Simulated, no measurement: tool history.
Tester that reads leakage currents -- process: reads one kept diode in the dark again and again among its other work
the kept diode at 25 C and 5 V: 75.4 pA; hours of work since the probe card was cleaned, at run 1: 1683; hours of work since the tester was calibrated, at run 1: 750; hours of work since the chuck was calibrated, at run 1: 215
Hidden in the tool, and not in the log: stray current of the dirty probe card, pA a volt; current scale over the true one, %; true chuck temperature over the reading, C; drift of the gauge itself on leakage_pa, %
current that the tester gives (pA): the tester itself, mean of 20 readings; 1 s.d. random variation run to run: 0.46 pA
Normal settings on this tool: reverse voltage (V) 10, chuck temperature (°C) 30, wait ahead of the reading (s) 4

| run | hour | reverse voltage (V) | chuck temperature (°C) | wait ahead of the reading (s) | hours of work since the probe card was cleaned | hours of work since the tester was calibrated | hours of work since the chuck was calibrated | current that the tester gives (pA) |
|---|---|---|---|---|---|---|---|---|
| 1 | 0 | 10 | 30 | 4 | 1683 | 750 | 215 | 152.3 |
| 2 | 99.5 | 10 | 30 | 4 | 1735 | 802 | 267 | 152.27 |
| 3 | 165.8 | 10 | 30 | 4 | 1770 | 836 | 302 | 152.08 |
| 4 | 215 | 10 | 30 | 4 | 1796 | 862 | 328 | 152.83 |
| 5 | 277.4 | 8 | 30 | 4 | 1828 | 895 | 360 | 140.54 |
| 6 | 337.7 | 10 | 25 | 4 | 1860 | 926 | 392 | 97.03 |
| 7 | 419.9 | 10 | 25 | 4 | 1903 | 969 | 435 | 97.1 |
| 8 | 468.8 | 10 | 25 | 4 | 1928 | 995 | 460 | 96.82 |
| 9 | 517.6 | 10 | 25 | 4 | 1954 | 1020 | 486 | 97 |
| 10 | 613.7 | 10 | 25 | 4 | 2004 | 1071 | 536 | 97.28 |
| 11 | 715.8 | 10 | 30 | 2.26 | 2058 | 1124 | 590 | 151.9 |
| 12 | 788.2 | 10 | 30 | 2.26 | 2096 | 1162 | 627 | 152.69 |
| 13 | 844.4 | 10 | 30 | 2.26 | 2125 | 1191 | 657 | 152.7 |
| 14 | 918.6 | 10 | 30 | 2.26 | 2164 | 1230 | 696 | 152.87 |
| 15 | 993.9 | 10 | 30 | 2.26 | 2203 | 1270 | 735 | 152.24 |
|  | 1068.2 | chuck's temperature calibrated |
| 16 | 1074.2 | 10 | 30 | 0.72 | 2244 | 1311 | 3 | 154.84 |
| 17 | 1176 | 10 | 30 | 0.72 | 2297 | 1364 | 56 | 153.65 |
| 18 | 1231.5 | 10 | 30 | 0.72 | 2326 | 1393 | 85 | 154.1 |
| 19 | 1312.7 | 10 | 30 | 0.72 | 2369 | 1435 | 128 | 153.36 |
| 20 | 1368.9 | 10 | 30 | 0.72 | 2398 | 1465 | 157 | 153.67 |
| 21 | 1443.4 | 1.6 | 22 | 4 | 2437 | 1504 | 196 | 38.09 |
| 22 | 1528.9 | 4.4 | 42 | 5.58 | 2482 | 1548 | 241 | 321.17 |

Run 23 comes next. What will it give?
| 23 | 1630.1 | 7.5 | 36 | 0.81 | 2535 | 1601 | 294 | ? |

current that the tester gives (pA): 233.48
Minus the tool's unlogged condition, the same run would have read current that the tester gives (pA) 233.44.

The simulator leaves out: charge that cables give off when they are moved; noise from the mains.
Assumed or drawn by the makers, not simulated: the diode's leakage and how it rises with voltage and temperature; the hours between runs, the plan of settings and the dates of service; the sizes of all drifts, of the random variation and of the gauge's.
